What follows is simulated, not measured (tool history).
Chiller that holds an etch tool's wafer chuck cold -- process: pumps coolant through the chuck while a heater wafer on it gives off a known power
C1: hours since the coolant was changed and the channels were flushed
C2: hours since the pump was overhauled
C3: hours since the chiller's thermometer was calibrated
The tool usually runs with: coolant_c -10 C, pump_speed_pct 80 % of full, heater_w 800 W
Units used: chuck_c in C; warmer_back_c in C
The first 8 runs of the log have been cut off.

{"run": 9, "hour": 917.3, "coolant_c": -10, "pump_speed_pct": 67, "heater_w": 800, "C1": 4265, "C2": 1749, "C3": 2871, "chuck_c": -1.8, "warmer_back_c": 2.69}
{"run": 10, "hour": 1030.2, "coolant_c": -10, "pump_speed_pct": 67, "heater_w": 800, "C1": 4378, "C2": 1862, "C3": 2984, "chuck_c": -1.6, "warmer_back_c": 2.671}
{"run": 11, "hour": 1171.7, "coolant_c": -10, "pump_speed_pct": 67, "heater_w": 800, "C1": 4520, "C2": 2004, "C3": 3126, "chuck_c": -1.5, "warmer_back_c": 2.687}
{"run": 12, "hour": 1304.4, "coolant_c": -10, "pump_speed_pct": 84, "heater_w": 800, "C1": 4652, "C2": 2136, "C3": 3258, "chuck_c": -3.1, "warmer_back_c": 2.113}
{"run": 13, "hour": 1470.3, "coolant_c": -10, "pump_speed_pct": 64, "heater_w": 800, "C1": 4818, "C2": 2302, "C3": 3424, "chuck_c": -1.1, "warmer_back_c": 2.822}
{"run": 14, "hour": 1576.9, "coolant_c": -10, "pump_speed_pct": 64, "heater_w": 800, "C1": 4925, "C2": 2409, "C3": 3531, "chuck_c": -1.2, "warmer_back_c": 2.827}
{"hour": 1591.1, "done": "chiller's thermometer calibrated"}
{"run": 15, "hour": 1698.1, "coolant_c": -10, "pump_speed_pct": 64, "heater_w": 972, "C1": 5045, "C2": 2529, "C3": 107, "chuck_c": 1.2, "warmer_back_c": 3.454}
{"run": 16, "hour": 1786.2, "coolant_c": -10, "pump_speed_pct": 64, "heater_w": 972, "C1": 5133, "C2": 2617, "C3": 195, "chuck_c": 1.2, "warmer_back_c": 3.445}
{"run": 17, "hour": 1946.5, "coolant_c": -19, "pump_speed_pct": 73, "heater_w": 1033, "C1": 5293, "C2": 2777, "C3": 355, "chuck_c": -8.5, "warmer_back_c": 3.194}
{"run": 18, "hour": 2025.1, "coolant_c": -8, "pump_speed_pct": 77, "heater_w": 772, "C1": 5372, "C2": 2856, "C3": 434, "chuck_c": -0.3, "warmer_back_c": 2.253}
{"run": 19, "hour": 2141.9, "coolant_c": -19, "pump_speed_pct": 88, "heater_w": 800, "C1": 5489, "C2": 2973, "C3": 551, "chuck_c": -11.7, "warmer_back_c": 2.007}
{"hour": 2168.3, "done": "chiller's thermometer calibrated, once more"}
{"run": 20, "hour": 2303.2, "coolant_c": -9, "pump_speed_pct": 73, "heater_w": 800, "C1": 5649, "C2": 3133, "C3": 135, "chuck_c": -1.5, "warmer_back_c": 2.498}
{"run": 21, "hour": 2434.9, "coolant_c": -7, "pump_speed_pct": 80, "heater_w": 739, "C1": 5781, "C2": 3265, "C3": 267, "chuck_c": -0.5, "warmer_back_c": 2.066}
{"run": 22, "hour": 2584.1, "coolant_c": -4, "pump_speed_pct": 80, "heater_w": 458, "C1": 5930, "C2": 3414, "C3": 416, "chuck_c": 0.0, "warmer_back_c": 1.295}
{"run": 23, "hour": 2686.1, "coolant_c": -10, "pump_speed_pct": 97, "heater_w": 1010, "C1": 6032, "C2": 3516, "C3": 518, "chuck_c": -2.4, "warmer_back_c": 2.315}
{"run": 24, "hour": 2768.5, "coolant_c": -7, "pump_speed_pct": 85, "heater_w": 745, "C1": 6114, "C2": 3598, "C3": 600, "chuck_c": -0.8, "warmer_back_c": 1.96}
{"run": 25, "hour": 2866.8, "coolant_c": -7, "pump_speed_pct": 85, "heater_w": 745, "C1": 6213, "C2": 3697, "C3": 699, "chuck_c": -0.7, "warmer_back_c": 1.967}
{"run": 26, "hour": 2950.7, "coolant_c": -7, "pump_speed_pct": 85, "heater_w": 745, "C1": 6297, "C2": 3781, "C3": 782, "chuck_c": -0.6, "warmer_back_c": 1.978}
{"run": 27, "hour": 3115.2, "coolant_c": -20, "pump_speed_pct": 62, "heater_w": 584, "C1": 6461, "C2": 3945, "C3": 947, "chuck_c": -13.2, "warmer_back_c": 2.151}
{"run": 28, "hour": 3234.3, "coolant_c": -20, "pump_speed_pct": 62, "heater_w": 584, "C1": 6580, "C2": 4064, "C3": 1066, "chuck_c": -13.2, "warmer_back_c": 2.182}
{"run": 29, "hour": 3373.2, "coolant_c": -9, "pump_speed_pct": 80, "heater_w": 800, "C1": 6719, "C2": 4203, "C3": 1205, "chuck_c": -1.7, "warmer_back_c": 2.275}
{"run": 30, "hour": 3447.8, "coolant_c": -9, "pump_speed_pct": 80, "heater_w": 800, "C1": 6794, "C2": 4278, "C3": 1279, "chuck_c": -1.7, "warmer_back_c": 2.268}
{"run": 31, "hour": 3521.8, "coolant_c": -9, "pump_speed_pct": 63, "heater_w": 691, "C1": 6868, "C2": 4352, "C3": 1353, "chuck_c": -1.1, "warmer_back_c": 2.546}
{"run": 32, "hour": 3640.4, "coolant_c": -9, "pump_speed_pct": 63, "heater_w": 691, "C1": 6986, "C2": 4470, "C3": 1472, "chuck_c": -1.0, "warmer_back_c": 2.524}

Branching from run 32: 4 alternative next runs. What would each branch give?
{"run": "A", "hour": 3775.1, "coolant_c": -10, "pump_speed_pct": 80, "heater_w": 466, "C1": 7121, "C2": 4605, "C3": 1607, "chuck_c": "?", "warmer_back_c": "?"}
{"run": "B", "hour": 3775.1, "coolant_c": -1, "pump_speed_pct": 64, "heater_w": 553, "C1": 7121, "C2": 4605, "C3": 1607, "chuck_c": "?", "warmer_back_c": "?"}
{"run": "C", "hour": 3775.1, "coolant_c": -9, "pump_speed_pct": 89, "heater_w": 721, "C1": 7121, "C2": 4605, "C3": 1607, "chuck_c": "?", "warmer_back_c": "?"}
{"run": "D", "hour": 3775.1, "coolant_c": -11, "pump_speed_pct": 70, "heater_w": 691, "C1": 7121, "C2": 4605, "C3": 1607, "chuck_c": "?", "warmer_back_c": "?"}

run=A chuck_c=-5.6 warmer_back_c=1.328
run=B chuck_c=5.3 warmer_back_c=1.998
run=C chuck_c=-3.1 warmer_back_c=1.819
run=D chuck_c=-3.8 warmer_back_c=2.259
Without the tool's unlogged condition, the same runs would have read:
run=A chuck_c=-6.5 warmer_back_c=1.279
run=B chuck_c=4.1 warmer_back_c=1.925
run=C chuck_c=-4.3 warmer_back_c=1.752
run=D chuck_c=-5.2 warmer_back_c=2.177
